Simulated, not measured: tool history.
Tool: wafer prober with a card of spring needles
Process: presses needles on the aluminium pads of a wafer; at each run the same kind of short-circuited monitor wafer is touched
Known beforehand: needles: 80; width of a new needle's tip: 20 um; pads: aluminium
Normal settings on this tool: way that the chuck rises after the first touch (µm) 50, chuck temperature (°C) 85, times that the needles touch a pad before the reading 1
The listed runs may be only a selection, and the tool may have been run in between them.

run     day  way that the chuck rises after the first touch (µm)  chuck temperature (°C)  times that the needles touch a pad before the reading  resistance of one needle with its contact and lead (mohm)  way that a needle slides on the pad (µm)
  1   0.000                                                   50                      85                                                      1                                                        221                                      9.13
      0.279  -- tips cleaned on abrasive film
      0.917  -- tips cleaned on abrasive film
  2   1.358                                                   50                      85                                                      1                                                        222                                      9.15
      1.592  -- tips cleaned on abrasive film
      2.271  -- tips cleaned on abrasive film
      2.908  -- tips cleaned on abrasive film
  3   2.912                                                   50                      85                                                      1                                                        218                                      9.18
      3.467  -- tips cleaned on abrasive film
  4   3.946                                                   50                      85                                                      1                                                        223                                      9.17
      4.075  -- tips cleaned on abrasive film
      4.629  -- tips cleaned on abrasive film
      5.262  -- tips cleaned on abrasive film
      5.275  -- height of the first contact set anew
  5   5.825                                                   50                      85                                                      1                                                        219                                      9.14
      5.967  -- tips cleaned on abrasive film
      6.579  -- tips cleaned on abrasive film
      7.183  -- tips cleaned on abrasive film
  6   7.579                                                   50                      85                                                      1                                                        222                                      9.12
      7.858  -- tips cleaned on abrasive film
      8.471  -- tips cleaned on abrasive film
  7   8.700                                                   50                      40                                                      2                                                        208                                      9.14
      9.071  -- tips cleaned on abrasive film
      9.725  -- tips cleaned on abrasive film
  8   9.979                                                   50                      40                                                      2                                                        204                                      9.16
     10.396  -- tips cleaned on abrasive film
     11.046  -- tips cleaned on abrasive film
  9  11.054                                                   50                      40                                                      2                                                        210                                      9.12
     11.608  -- tips cleaned on abrasive film
     12.267  -- tips cleaned on abrasive film
     12.821  -- tips cleaned on abrasive film
 10  13.067                                                   48                      66                                                      1                                                        214                                      8.77
     13.429  -- tips cleaned on abrasive film
     13.983  -- tips cleaned on abrasive film
     14.633  -- tips cleaned on abrasive film
 11  15.096                                                   31                      56                                                      1                                                        245                                      5.70

What if the next run were any one of these 5? Each begins from the tool's condition after run 11:
     15.238  -- tips cleaned on abrasive film
     15.879  -- tips cleaned on abrasive film
     16.488  -- tips cleaned on abrasive film
  A  16.488                                                   57                      30                                                      1                                                          ?                                         ?
     15.238  -- tips cleaned on abrasive film
     15.879  -- tips cleaned on abrasive film
     16.488  -- tips cleaned on abrasive film
  B  16.488                                                   50                      29                                                      1                                                          ?                                         ?
     15.238  -- tips cleaned on abrasive film
     15.879  -- tips cleaned on abrasive film
     16.488  -- tips cleaned on abrasive film
  C  16.488                                                   31                      34                                                      1                                                          ?                                         ?
     15.238  -- tips cleaned on abrasive film
     15.879  -- tips cleaned on abrasive film
     16.488  -- tips cleaned on abrasive film
  D  16.488                                                   50                      85                                                      1                                                          ?                                         ?
     15.238  -- tips cleaned on abrasive film
     15.879  -- tips cleaned on abrasive film
     16.488  -- tips cleaned on abrasive film
  E  16.488                                                   40                      95                                                      1                                                          ?                                         ?

run  resistance of one needle with its contact and lead (mohm)  way that a needle slides on the pad (µm)
  A                                                        198                                     10.44
  B                                                        208                                      9.15
  C                                                        232                                      5.70
  D                                                        221                                      9.18
  E                                                        238                                      7.35
Take away the tool's hidden state, keep each run's random variation, and the runs would have read:
run  resistance of one needle with its contact and lead (mohm)  way that a needle slides on the pad (µm)
  A                                                        198                                     10.44
  B                                                        208                                      9.15
  C                                                        232                                      5.70
  D                                                        221                                      9.18
  E                                                        238                                      7.35
